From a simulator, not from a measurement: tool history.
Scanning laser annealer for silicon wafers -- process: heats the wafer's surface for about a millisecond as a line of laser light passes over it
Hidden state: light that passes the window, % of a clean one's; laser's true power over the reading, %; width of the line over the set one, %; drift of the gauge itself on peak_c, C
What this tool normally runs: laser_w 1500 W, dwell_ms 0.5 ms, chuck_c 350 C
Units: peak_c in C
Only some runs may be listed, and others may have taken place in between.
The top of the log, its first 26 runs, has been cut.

run	hour	laser_w	dwell_ms	chuck_c	hours of work since the window was cleaned	hours of work since the power meter was calibrated	hours of work since the optics were aligned	peak_c
27	592.9	1500	0.501	376	644	1236	29	1166
28	609.3	1500	0.501	338	657	1248	42	1126
29	638.5	1635	0.355	365	679	1271	64	1078
# hour 661.6: optics aligned, line set to its width, once more
# hour 666.4: window over the wafer cleaned
30	678.4	1635	0.355	365	9	1295	11	1123
31	696.8	1310	0.523	380	23	1309	25	1129
32	730.6	1500	0.548	350	49	1335	51	1221
33	749.8	1500	0.548	350	63	1349	65	1221
34	779	1500	0.533	353	85	1372	87	1209
35	792.8	1500	0.533	353	96	1382	98	1212
36	808.8	1564	0.351	356	108	1394	110	1071
37	828.3	1564	0.498	356	123	1409	125	1213
38	849.5	1463	0.395	347	139	1425	141	1060
39	881.3	1448	0.5	317	163	1449	165	1116
40	908.6	1304	0.45	337	183	1470	186	1023

Predict each of these 4 candidate next runs independently; none follows another, all start after run 40:
A	924.4	1375	0.5	350	195	1482	198	?
B	924.4	1500	0.481	350	195	1482	198	?
C	924.4	1646	0.548	386	195	1482	198	?
D	924.4	1624	0.5	361	195	1482	198	?

run	peak_c
A	1109
B	1157
C	1326
D	1249
The same runs, with their run-to-run variation unchanged, on a tool lacking any hidden condition would have given:
run	peak_c
A	1121
B	1170
C	1341
D	1263
